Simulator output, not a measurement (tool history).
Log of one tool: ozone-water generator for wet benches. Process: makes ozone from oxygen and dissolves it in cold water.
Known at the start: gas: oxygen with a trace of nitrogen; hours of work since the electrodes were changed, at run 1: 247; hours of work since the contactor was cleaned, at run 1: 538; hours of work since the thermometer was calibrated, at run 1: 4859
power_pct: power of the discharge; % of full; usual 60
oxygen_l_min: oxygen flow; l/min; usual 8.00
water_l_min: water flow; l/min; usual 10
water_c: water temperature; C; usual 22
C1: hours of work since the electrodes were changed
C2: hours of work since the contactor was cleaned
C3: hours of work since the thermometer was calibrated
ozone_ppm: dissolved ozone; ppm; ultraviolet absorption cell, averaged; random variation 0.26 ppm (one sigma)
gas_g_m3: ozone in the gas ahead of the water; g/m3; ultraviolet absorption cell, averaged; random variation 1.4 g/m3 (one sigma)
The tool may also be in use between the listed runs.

{"run": 1, "hour": 0.0, "power_pct": 60, "oxygen_l_min": 8.0, "water_l_min": 10, "water_c": 22, "C1": 247, "C2": 538, "C3": 4859, "ozone_ppm": 39.3, "gas_g_m3": 249.7}
{"run": 2, "hour": 46.6, "power_pct": 60, "oxygen_l_min": 8.0, "water_l_min": 10, "water_c": 22, "C1": 287, "C2": 579, "C3": 4899, "ozone_ppm": 39.5, "gas_g_m3": 249.2}
{"run": 3, "hour": 99.8, "power_pct": 49, "oxygen_l_min": 8.0, "water_l_min": 10, "water_c": 22, "C1": 334, "C2": 625, "C3": 4946, "ozone_ppm": 34.2, "gas_g_m3": 221.1}
{"run": 4, "hour": 128.7, "power_pct": 49, "oxygen_l_min": 8.0, "water_l_min": 10, "water_c": 22, "C1": 359, "C2": 650, "C3": 4971, "ozone_ppm": 34.4, "gas_g_m3": 219.9}
{"run": 5, "hour": 171.1, "power_pct": 49, "oxygen_l_min": 8.0, "water_l_min": 10, "water_c": 22, "C1": 396, "C2": 688, "C3": 5008, "ozone_ppm": 34.0, "gas_g_m3": 217.2}
{"run": 6, "hour": 222.5, "power_pct": 60, "oxygen_l_min": 8.0, "water_l_min": 10, "water_c": 22, "C1": 441, "C2": 732, "C3": 5053, "ozone_ppm": 39.3, "gas_g_m3": 252.1}
{"run": 7, "hour": 247.9, "power_pct": 60, "oxygen_l_min": 8.0, "water_l_min": 9, "water_c": 22, "C1": 463, "C2": 755, "C3": 5075, "ozone_ppm": 40.9, "gas_g_m3": 248.5}
{"run": 8, "hour": 292.0, "power_pct": 60, "oxygen_l_min": 8.0, "water_l_min": 9, "water_c": 22, "C1": 502, "C2": 793, "C3": 5114, "ozone_ppm": 40.5, "gas_g_m3": 250.8}
{"run": 9, "hour": 335.1, "power_pct": 60, "oxygen_l_min": 8.0, "water_l_min": 9, "water_c": 22, "C1": 539, "C2": 831, "C3": 5151, "ozone_ppm": 41.0, "gas_g_m3": 250.3}
{"run": 10, "hour": 360.0, "power_pct": 60, "oxygen_l_min": 8.0, "water_l_min": 12, "water_c": 22, "C1": 561, "C2": 852, "C3": 5173, "ozone_ppm": 36.3, "gas_g_m3": 251.3}
{"run": 11, "hour": 391.6, "power_pct": 60, "oxygen_l_min": 8.0, "water_l_min": 10, "water_c": 15, "C1": 589, "C2": 880, "C3": 5201, "ozone_ppm": 45.6, "gas_g_m3": 247.8}

Forecast run 12:
{"run": 12, "hour": 443.4, "power_pct": 60, "oxygen_l_min": 6.42, "water_l_min": 10, "water_c": 15, "C1": 634, "C2": 925, "C3": 5246, "ozone_ppm": "?", "gas_g_m3": "?"}

ozone_ppm: 46.5 ppm
gas_g_m3: 271.5 g/m3
Without the tool's hidden state the same run would have given ozone_ppm 46.5 ppm, gas_g_m3 274.1 g/m3.
